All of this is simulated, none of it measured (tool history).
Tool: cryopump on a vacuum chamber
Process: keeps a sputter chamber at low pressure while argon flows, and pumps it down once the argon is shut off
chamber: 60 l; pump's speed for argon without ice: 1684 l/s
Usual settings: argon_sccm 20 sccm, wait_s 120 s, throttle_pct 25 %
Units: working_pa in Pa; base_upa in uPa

run    day  argon_sccm  wait_s  throttle_pct  working_pa  base_upa
  1  0.000          20     120            25      0.0821      1.81
  2  0.662          20     120            25      0.0807      1.80
  3  1.104          20      24            25      0.0801      3.26
  4  1.479          20      24            25      0.0816      3.34
  5  1.917          20      24            25      0.0805      3.28
  6  2.612          20      24            25      0.0804      3.31
  7  3.008          20     120            31      0.0661      1.85
  8  3.562          10     164            26      0.0385      1.83
  9  4.196           9     164            26      0.0352      1.75
 10  4.596           9     164            26      0.0355      1.83
 11  5.158           9     164            26      0.0350      1.83
 12  5.612          20     295            36      0.0571      1.71
 13  6.121          20      33            27      0.0770      2.87

Forecast each of these 3 alternatives for the next run:
  A  6.588          19      33            57           ?         ?
  B  6.588          36      39            28           ?         ?
  C  6.588          19     273            51           ?         ?

run  working_pa  base_upa
  A      0.0351      2.91
  B      0.1308      2.69
  C      0.0383      1.73
Without the tool's hidden state the same runs would have given:
run  working_pa  base_upa
  A      0.0336      1.53
  B      0.1280      1.29
  C      0.0368      0.33

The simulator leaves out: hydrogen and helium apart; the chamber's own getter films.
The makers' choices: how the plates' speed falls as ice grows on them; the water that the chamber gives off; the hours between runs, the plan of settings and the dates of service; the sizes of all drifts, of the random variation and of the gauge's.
